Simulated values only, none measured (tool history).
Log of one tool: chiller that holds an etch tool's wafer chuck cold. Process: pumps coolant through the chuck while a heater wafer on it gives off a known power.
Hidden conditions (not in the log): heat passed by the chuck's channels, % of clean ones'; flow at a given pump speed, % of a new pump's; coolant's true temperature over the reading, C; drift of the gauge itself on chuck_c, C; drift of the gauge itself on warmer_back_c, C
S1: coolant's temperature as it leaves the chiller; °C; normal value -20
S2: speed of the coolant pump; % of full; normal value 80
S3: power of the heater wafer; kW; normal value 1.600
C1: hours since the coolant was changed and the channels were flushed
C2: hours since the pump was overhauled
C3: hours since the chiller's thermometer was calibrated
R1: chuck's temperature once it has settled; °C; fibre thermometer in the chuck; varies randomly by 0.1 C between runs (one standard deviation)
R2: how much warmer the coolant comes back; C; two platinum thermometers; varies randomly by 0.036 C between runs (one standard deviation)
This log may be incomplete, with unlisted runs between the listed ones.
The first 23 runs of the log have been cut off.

run 24 hour=684.1 | S1=-26 S2=80 S3=1.600 | C1=4561 C2=1514 C3=920 | R1=-6.5 R2=7.03
run 25 hour=724.9 | S1=-26 S2=80 S3=1.600 | C1=4602 C2=1555 C3=961 | R1=-6.3 R2=7.06
run 26 hour=747.1 | S1=-20 S2=71 S3=1.731 | C1=4624 C2=1577 C3=983 | R1=3.0 R2=8.67
run 27 hour=768.9 | S1=-20 S2=71 S3=1.731 | C1=4646 C2=1599 C3=1005 | R1=3.1 R2=8.76
run 28 hour=795.5 | S1=-20 S2=71 S3=1.731 | C1=4673 C2=1625 C3=1031 | R1=3.2 R2=8.75
run 29 hour=815.5 | S1=-25 S2=89 S3=1.028 | C1=4693 C2=1645 C3=1052 | R1=-13.4 R2=4.17
run 30 hour=832.7 | S1=-26 S2=85 S3=0.885 | C1=4710 C2=1662 C3=1069 | R1=-15.7 R2=3.90
-- hour=847.5 gauge calibrated
run 31 hour=870.3 | S1=-20 S2=75 S3=1.094 | C1=4748 C2=1700 C3=1106 | R1=-6.0 R2=4.95

Consider 4 possible next runs. They are alternatives, not a sequence: every one starts from the tool as it was left by run 31. What does each give?
run A hour=889.6 | S1=-22 S2=66 S3=1.094 | C1=4767 C2=1719 C3=1126 | R1=? R2=?
run B hour=889.6 | S1=-19 S2=75 S3=1.878 | C1=4767 C2=1719 C3=1126 | R1=? R2=?
run C hour=889.6 | S1=-15 S2=80 S3=1.600 | C1=4767 C2=1719 C3=1126 | R1=? R2=?
run D hour=889.6 | S1=-18 S2=65 S3=1.448 | C1=4767 C2=1719 C3=1126 | R1=? R2=?

run=A R1=-6.6 R2=5.70
run=B R1=5.1 R2=8.51
run=C R1=4.6 R2=6.81
run=D R1=2.7 R2=7.68
What these runs would have given with no unlogged condition in the tool:
run=A R1=-6.6 R2=5.68
run=B R1=5.0 R2=8.49
run=C R1=4.6 R2=6.79
run=D R1=2.6 R2=7.66
